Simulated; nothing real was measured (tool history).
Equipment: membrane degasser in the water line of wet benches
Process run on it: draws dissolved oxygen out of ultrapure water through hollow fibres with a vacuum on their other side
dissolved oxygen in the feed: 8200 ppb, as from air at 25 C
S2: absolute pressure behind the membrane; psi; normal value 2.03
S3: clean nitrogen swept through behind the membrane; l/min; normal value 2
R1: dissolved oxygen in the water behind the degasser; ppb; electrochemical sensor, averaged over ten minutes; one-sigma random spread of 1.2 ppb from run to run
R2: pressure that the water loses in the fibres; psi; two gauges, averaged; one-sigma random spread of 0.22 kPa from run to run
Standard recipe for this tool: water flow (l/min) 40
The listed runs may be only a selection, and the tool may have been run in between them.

{"run": 1, "hour": 0.0, "water flow (l/min)": 40, "S2": 2.03, "S3": 2, "R1": 473.9, "R2": 7.996}
{"run": 2, "hour": 80.5, "water flow (l/min)": 40, "S2": 2.03, "S3": 2.79, "R1": 360.5, "R2": 8.06}
{"run": 3, "hour": 153.6, "water flow (l/min)": 40, "S2": 2.03, "S3": 2.79, "R1": 357.8, "R2": 8.038}
{"run": 4, "hour": 320.3, "water flow (l/min)": 40, "S2": 2.03, "S3": 2.79, "R1": 358.9, "R2": 8.124}
{"run": 5, "hour": 416.4, "water flow (l/min)": 40, "S2": 2.03, "S3": 2.79, "R1": 358, "R2": 8.113}
{"run": 6, "hour": 513.9, "water flow (l/min)": 40, "S2": 2.03, "S3": 2.79, "R1": 358.7, "R2": 8.092}
{"run": 7, "hour": 672.4, "water flow (l/min)": 40, "S2": 2.03, "S3": 2, "R1": 474.7, "R2": 8.126}
{"hour": 709.2, "done": "vacuum gauge calibrated"}
{"run": 8, "hour": 838.0, "water flow (l/min)": 40, "S2": 2.03, "S3": 2, "R1": 470.9, "R2": 8.122}
{"run": 9, "hour": 983.8, "water flow (l/min)": 43, "S2": 2.03, "S3": 2, "R1": 504.1, "R2": 8.747}
{"run": 10, "hour": 1133.9, "water flow (l/min)": 43, "S2": 2.03, "S3": 2, "R1": 501.7, "R2": 8.669}
{"run": 11, "hour": 1294.2, "water flow (l/min)": 43, "S2": 1.44, "S3": 2, "R1": 321.1, "R2": 8.714}
{"run": 12, "hour": 1399.2, "water flow (l/min)": 40, "S2": 2.03, "S3": 1.98, "R1": 477, "R2": 8.086}
{"run": 13, "hour": 1536.5, "water flow (l/min)": 40, "S2": 2.03, "S3": 1.98, "R1": 478.5, "R2": 8.1}
{"run": 14, "hour": 1612.8, "water flow (l/min)": 40, "S2": 2.03, "S3": 1.98, "R1": 478.1, "R2": 8.16}
{"run": 15, "hour": 1724.4, "water flow (l/min)": 40, "S2": 2.03, "S3": 2, "R1": 471.9, "R2": 8.141}
{"run": 16, "hour": 1817.8, "water flow (l/min)": 40, "S2": 2.03, "S3": 2, "R1": 472.6, "R2": 8.128}
{"run": 17, "hour": 1896.1, "water flow (l/min)": 40, "S2": 2.03, "S3": 2, "R1": 473, "R2": 8.211}
{"run": 18, "hour": 2001.4, "water flow (l/min)": 40, "S2": 2.03, "S3": 2, "R1": 473.2, "R2": 8.161}
{"run": 19, "hour": 2127.3, "water flow (l/min)": 53, "S2": 1.29, "S3": 2, "R1": 335.8, "R2": 10.821}
{"run": 20, "hour": 2216.9, "water flow (l/min)": 51, "S2": 3.35, "S3": 0.98, "R1": 1662.1, "R2": 10.377}
{"run": 21, "hour": 2295.9, "water flow (l/min)": 51, "S2": 3.35, "S3": 0.98, "R1": 1667.2, "R2": 10.42}
{"run": 22, "hour": 2407.3, "water flow (l/min)": 51, "S2": 3.35, "S3": 0.98, "R1": 1658.1, "R2": 10.425}
{"run": 23, "hour": 2556.8, "water flow (l/min)": 51, "S2": 3.35, "S3": 0.98, "R1": 1663.7, "R2": 10.415}
{"run": 24, "hour": 2663.1, "water flow (l/min)": 51, "S2": 1.36, "S3": 0.98, "R1": 593, "R2": 10.493}
{"run": 25, "hour": 2741.6, "water flow (l/min)": 51, "S2": 1.36, "S3": 2.14, "R1": 332.7, "R2": 10.46}
{"run": 26, "hour": 2815.6, "water flow (l/min)": 32, "S2": 4.09, "S3": 2.14, "R1": 809.8, "R2": 6.588}
{"run": 27, "hour": 2886.9, "water flow (l/min)": 25, "S2": 3.99, "S3": 5.64, "R1": 268.2, "R2": 5.084}
{"run": 28, "hour": 2973.5, "water flow (l/min)": 40, "S2": 2.03, "S3": 5.51, "R1": 199, "R2": 8.206}
{"run": 29, "hour": 3055.7, "water flow (l/min)": 40, "S2": 2.03, "S3": 5.51, "R1": 197.2, "R2": 8.16}
{"run": 30, "hour": 3126.1, "water flow (l/min)": 47, "S2": 2.16, "S3": 5.64, "R1": 244.7, "R2": 9.699}
{"run": 31, "hour": 3220.1, "water flow (l/min)": 28, "S2": 2.03, "S3": 2, "R1": 351.9, "R2": 5.768}
{"hour": 3331.3, "done": "seals of the vacuum lines changed"}
{"run": 32, "hour": 3360.4, "water flow (l/min)": 40, "S2": 1.26, "S3": 3.08, "R1": 172.4, "R2": 8.235}
{"run": 33, "hour": 3515.7, "water flow (l/min)": 40, "S2": 1.26, "S3": 3.08, "R1": 172.8, "R2": 8.208}

What if the next run were any one of these 3? Each begins from the tool's condition after run 33:
{"run": "A", "hour": 3586.1, "water flow (l/min)": 33, "S2": 2.03, "S3": 2, "R1": "?", "R2": "?"}
{"run": "B", "hour": 3586.1, "water flow (l/min)": 40, "S2": 2.03, "S3": 1.5, "R1": "?", "R2": "?"}
{"run": "C", "hour": 3586.1, "water flow (l/min)": 52, "S2": 2.86, "S3": 1.57, "R1": "?", "R2": "?"}

run=A R1=396 R2=6.786
run=B R1=591.3 R2=8.237
run=C R1=1035.8 R2=10.73
Had the tool no hidden state, the same runs would have come out as:
run=A R1=391.2 R2=6.46
run=B R1=584.5 R2=7.841
run=C R1=1027.3 R2=10.214

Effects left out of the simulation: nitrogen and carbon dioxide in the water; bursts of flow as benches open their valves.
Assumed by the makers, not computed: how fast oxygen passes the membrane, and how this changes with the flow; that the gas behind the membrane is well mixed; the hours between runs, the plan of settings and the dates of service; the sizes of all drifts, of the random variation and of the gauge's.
